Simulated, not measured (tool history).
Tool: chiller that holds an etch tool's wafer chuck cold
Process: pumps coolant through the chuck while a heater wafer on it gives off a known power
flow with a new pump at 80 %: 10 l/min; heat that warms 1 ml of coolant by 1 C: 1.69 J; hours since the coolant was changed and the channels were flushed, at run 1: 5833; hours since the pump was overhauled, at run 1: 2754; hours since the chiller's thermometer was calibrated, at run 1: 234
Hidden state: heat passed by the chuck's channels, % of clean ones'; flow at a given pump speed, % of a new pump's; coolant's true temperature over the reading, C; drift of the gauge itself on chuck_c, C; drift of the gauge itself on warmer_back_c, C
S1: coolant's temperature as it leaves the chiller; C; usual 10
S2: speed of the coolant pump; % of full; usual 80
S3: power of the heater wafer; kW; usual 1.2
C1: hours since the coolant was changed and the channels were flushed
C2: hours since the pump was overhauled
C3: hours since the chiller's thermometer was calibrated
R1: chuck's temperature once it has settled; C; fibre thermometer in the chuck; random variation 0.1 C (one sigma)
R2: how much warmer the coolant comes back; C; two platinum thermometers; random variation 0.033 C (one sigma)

{"run": 1, "hour": 0.0, "S1": 10, "S2": 80, "S3": 1.2, "C1": 5833, "C2": 2754, "C3": 234, "R1": 25.3, "R2": 4.37}
{"run": 2, "hour": 47.8, "S1": 10, "S2": 80, "S3": 1.2, "C1": 5880, "C2": 2801, "C3": 282, "R1": 25.4, "R2": 4.42}
{"run": 3, "hour": 122.9, "S1": 10, "S2": 80, "S3": 1.2, "C1": 5956, "C2": 2877, "C3": 357, "R1": 25.7, "R2": 4.39}
{"run": 4, "hour": 178.9, "S1": 10, "S2": 63, "S3": 1.2, "C1": 6012, "C2": 2933, "C3": 413, "R1": 27.9, "R2": 5.69}
{"run": 5, "hour": 222.8, "S1": 10, "S2": 80, "S3": 1.2, "C1": 6055, "C2": 2976, "C3": 457, "R1": 25.5, "R2": 4.37}
{"run": 6, "hour": 317.7, "S1": 10, "S2": 80, "S3": 1.2, "C1": 6150, "C2": 3071, "C3": 552, "R1": 25.5, "R2": 4.43}
{"run": 7, "hour": 400.4, "S1": 10, "S2": 69, "S3": 1.2, "C1": 6233, "C2": 3154, "C3": 635, "R1": 27, "R2": 5.17}
{"run": 8, "hour": 450.2, "S1": 10, "S2": 80, "S3": 1.2, "C1": 6283, "C2": 3204, "C3": 685, "R1": 25.6, "R2": 4.38}
{"run": 9, "hour": 505.6, "S1": 10, "S2": 93, "S3": 1.2, "C1": 6338, "C2": 3259, "C3": 740, "R1": 24.1, "R2": 3.73}
{"run": 10, "hour": 555.7, "S1": 7, "S2": 80, "S3": 1.2, "C1": 6388, "C2": 3309, "C3": 790, "R1": 22.6, "R2": 4.39}
{"run": 11, "hour": 607.6, "S1": 7, "S2": 80, "S3": 1.2, "C1": 6440, "C2": 3361, "C3": 842, "R1": 22.6, "R2": 4.36}
{"hour": 617.8, "done": "coolant pump overhauled"}
{"run": 12, "hour": 656.4, "S1": 7, "S2": 80, "S3": 1.2, "C1": 6484, "C2": 39, "C3": 886, "R1": 22.7, "R2": 4.44}
{"run": 13, "hour": 704.2, "S1": 10, "S2": 75, "S3": 1.2, "C1": 6532, "C2": 86, "C3": 934, "R1": 26.2, "R2": 4.79}
{"run": 14, "hour": 785.3, "S1": 10, "S2": 80, "S3": 1.2, "C1": 6613, "C2": 167, "C3": 1015, "R1": 25.7, "R2": 4.43}
{"run": 15, "hour": 881.3, "S1": 10, "S2": 80, "S3": 1.2, "C1": 6709, "C2": 264, "C3": 1111, "R1": 25.7, "R2": 4.47}
{"run": 16, "hour": 930.5, "S1": 10, "S2": 80, "S3": 1.2, "C1": 6758, "C2": 313, "C3": 1160, "R1": 25.8, "R2": 4.47}
{"run": 17, "hour": 999.9, "S1": 10, "S2": 80, "S3": 1.2, "C1": 6828, "C2": 382, "C3": 1229, "R1": 25.8, "R2": 4.47}
{"run": 18, "hour": 1065.3, "S1": 10, "S2": 82, "S3": 0.747, "C1": 6893, "C2": 447, "C3": 1295, "R1": 19.7, "R2": 2.68}
{"run": 19, "hour": 1134.7, "S1": 4, "S2": 82, "S3": 0.747, "C1": 6962, "C2": 517, "C3": 1364, "R1": 13.4, "R2": 2.67}
{"hour": 1153.6, "done": "coolant pump overhauled, once more"}
{"run": 20, "hour": 1210.4, "S1": 0, "S2": 62, "S3": 0.747, "C1": 7033, "C2": 57, "C3": 1435, "R1": 11.2, "R2": 3.52}
{"run": 21, "hour": 1287.5, "S1": 1, "S2": 69, "S3": 1.783, "C1": 7110, "C2": 134, "C3": 1512, "R1": 26.4, "R2": 7.52}
{"run": 22, "hour": 1357.9, "S1": 1, "S2": 69, "S3": 1.783, "C1": 7181, "C2": 204, "C3": 1582, "R1": 26.2, "R2": 7.56}
{"run": 23, "hour": 1412.4, "S1": 1, "S2": 64, "S3": 1.783, "C1": 7235, "C2": 259, "C3": 1637, "R1": 27.5, "R2": 8.16}
{"run": 24, "hour": 1470.8, "S1": 10, "S2": 80, "S3": 0.974, "C1": 7293, "C2": 317, "C3": 1695, "R1": 22.6, "R2": 3.49}
{"run": 25, "hour": 1527.9, "S1": 10, "S2": 80, "S3": 0.974, "C1": 7351, "C2": 374, "C3": 1752, "R1": 22.6, "R2": 3.54}
{"run": 26, "hour": 1575.0, "S1": 13, "S2": 88, "S3": 1.2, "C1": 7398, "C2": 421, "C3": 1799, "R1": 27.7, "R2": 3.92}
{"run": 27, "hour": 1654.0, "S1": 13, "S2": 88, "S3": 1.2, "C1": 7477, "C2": 500, "C3": 1878, "R1": 27.5, "R2": 3.9}
{"run": 28, "hour": 1718.2, "S1": 8, "S2": 88, "S3": 1.229, "C1": 7541, "C2": 565, "C3": 1943, "R1": 23.1, "R2": 3.96}
{"run": 29, "hour": 1768.1, "S1": 10, "S2": 80, "S3": 0.645, "C1": 7591, "C2": 615, "C3": 1993, "R1": 18.3, "R2": 2.32}
{"run": 30, "hour": 1842.8, "S1": 10, "S2": 80, "S3": 0.645, "C1": 7666, "C2": 689, "C3": 2067, "R1": 18.3, "R2": 2.33}
{"run": 31, "hour": 1908.9, "S1": 4, "S2": 85, "S3": 1.68, "C1": 7732, "C2": 755, "C3": 2133, "R1": 25.1, "R2": 5.63}

Measured less the same run without the tool's hidden state. The same run-to-run variation is in both; the gauge's scatter may not be:
run=1 R1=+1.4 R2=+0.1
run=2 R1=+1.4 R2=+0.11
run=3 R1=+1.5 R2=+0.1
run=4 R1=+1.7 R2=+0.14
run=5 R1=+1.5 R2=+0.11
run=6 R1=+1.5 R2=+0.11
run=7 R1=+1.6 R2=+0.14
run=8 R1=+1.5 R2=+0.12
run=9 R1=+1.4 R2=+0.1
run=10 R1=+1.6 R2=+0.12
run=11 R1=+1.5 R2=+0.12
run=12 R1=+1.7 R2=+0.18
run=13 R1=+1.7 R2=+0.19
run=14 R1=+1.7 R2=+0.18
run=15 R1=+1.7 R2=+0.18
run=16 R1=+1.7 R2=+0.18
run=17 R1=+1.8 R2=+0.19
run=18 R1=+1 R2=+0.11
run=19 R1=+1 R2=+0.12
run=20 R1=+1 R2=+0.02
run=21 R1=+2.4 R2=+0.04
run=22 R1=+2.5 R2=+0.05
run=23 R1=+2.5 R2=+0.05
run=24 R1=+1.2 R2=+0.02
run=25 R1=+1.2 R2=+0.03
run=26 R1=+1.4 R2=+0.03
run=27 R1=+1.4 R2=+0.03
run=28 R1=+1.5 R2=+0.03
run=29 R1=+0.7 R2=+0.02
run=30 R1=+0.8 R2=+0.03
run=31 R1=+2.3 R2=+0.06

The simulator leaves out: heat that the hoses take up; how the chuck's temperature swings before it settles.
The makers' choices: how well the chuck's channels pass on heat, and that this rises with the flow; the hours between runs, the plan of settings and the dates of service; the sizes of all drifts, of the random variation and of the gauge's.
